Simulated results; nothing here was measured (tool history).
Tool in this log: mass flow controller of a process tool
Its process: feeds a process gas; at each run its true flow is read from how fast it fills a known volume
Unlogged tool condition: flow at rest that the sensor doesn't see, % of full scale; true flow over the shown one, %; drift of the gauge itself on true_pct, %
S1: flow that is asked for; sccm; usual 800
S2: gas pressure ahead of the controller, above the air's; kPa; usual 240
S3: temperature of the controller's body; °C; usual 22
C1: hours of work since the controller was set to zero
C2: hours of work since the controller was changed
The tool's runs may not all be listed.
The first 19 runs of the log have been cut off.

run 20 day=307.062 | S1=800 S2=240 S3=22 | C1=4032 C2=4032 | true_flow_(%)=98.12
run 21 day=326.65 | S1=598 S2=240 S3=22 | C1=4265 C2=4265 | true_flow_(%)=97.61
-- day=327.558 controller's zero set anew
run 22 day=334.967 | S1=598 S2=240 S3=22 | C1=88 C2=4363 | true_flow_(%)=97.52
run 23 day=344.312 | S1=800 S2=240 S3=22 | C1=199 C2=4474 | true_flow_(%)=97.79
run 24 day=362.108 | S1=800 S2=240 S3=22 | C1=410 C2=4686 | true_flow_(%)=97.81
run 25 day=378.771 | S1=800 S2=173 S3=22 | C1=608 C2=4884 | true_flow_(%)=97.43
run 26 day=389.958 | S1=800 S2=173 S3=22 | C1=741 C2=5016 | true_flow_(%)=97.39
run 27 day=402.167 | S1=147 S2=254 S3=34 | C1=886 C2=5161 | true_flow_(%)=93.73
run 28 day=414.188 | S1=800 S2=200 S3=21 | C1=1029 C2=5304 | true_flow_(%)=97.33
-- day=424.238 controller's zero set anew, once more
run 29 day=433.129 | S1=800 S2=200 S3=21 | C1=106 C2=5529 | true_flow_(%)=98.03
run 30 day=446.254 | S1=800 S2=240 S3=21 | C1=261 C2=5685 | true_flow_(%)=98.14
run 31 day=460.092 | S1=800 S2=229 S3=39 | C1=426 C2=5849 | true_flow_(%)=98.43
run 32 day=472.546 | S1=800 S2=240 S3=23 | C1=574 C2=5997 | true_flow_(%)=98.03
run 33 day=481.754 | S1=984 S2=174 S3=25 | C1=683 C2=6106 | true_flow_(%)=98.06
run 34 day=499.35 | S1=800 S2=225 S3=36 | C1=892 C2=6315 | true_flow_(%)=98.25
run 35 day=514.762 | S1=283 S2=216 S3=37 | C1=1075 C2=6499 | true_flow_(%)=97.2
run 36 day=525.333 | S1=800 S2=186 S3=28 | C1=1201 C2=6624 | true_flow_(%)=97.72
run 37 day=542.654 | S1=800 S2=186 S3=28 | C1=1406 C2=6830 | true_flow_(%)=97.68
run 38 day=559.733 | S1=478 S2=240 S3=22 | C1=1609 C2=7033 | true_flow_(%)=97.14
run 39 day=572.862 | S1=214 S2=184 S3=31 | C1=1765 C2=7189 | true_flow_(%)=96.19
run 40 day=585.35 | S1=800 S2=144 S3=28 | C1=1914 C2=7337 | true_flow_(%)=97.29

Forecast run 41:
run 41 day=600.238 | S1=273 S2=176 S3=25 | C1=2090 C2=7514 | true_flow_(%)=?

For run 41 the tool returned true flow (%) 96.14.
With no hidden state in the tool, this same run would have given true flow (%) 99.05.
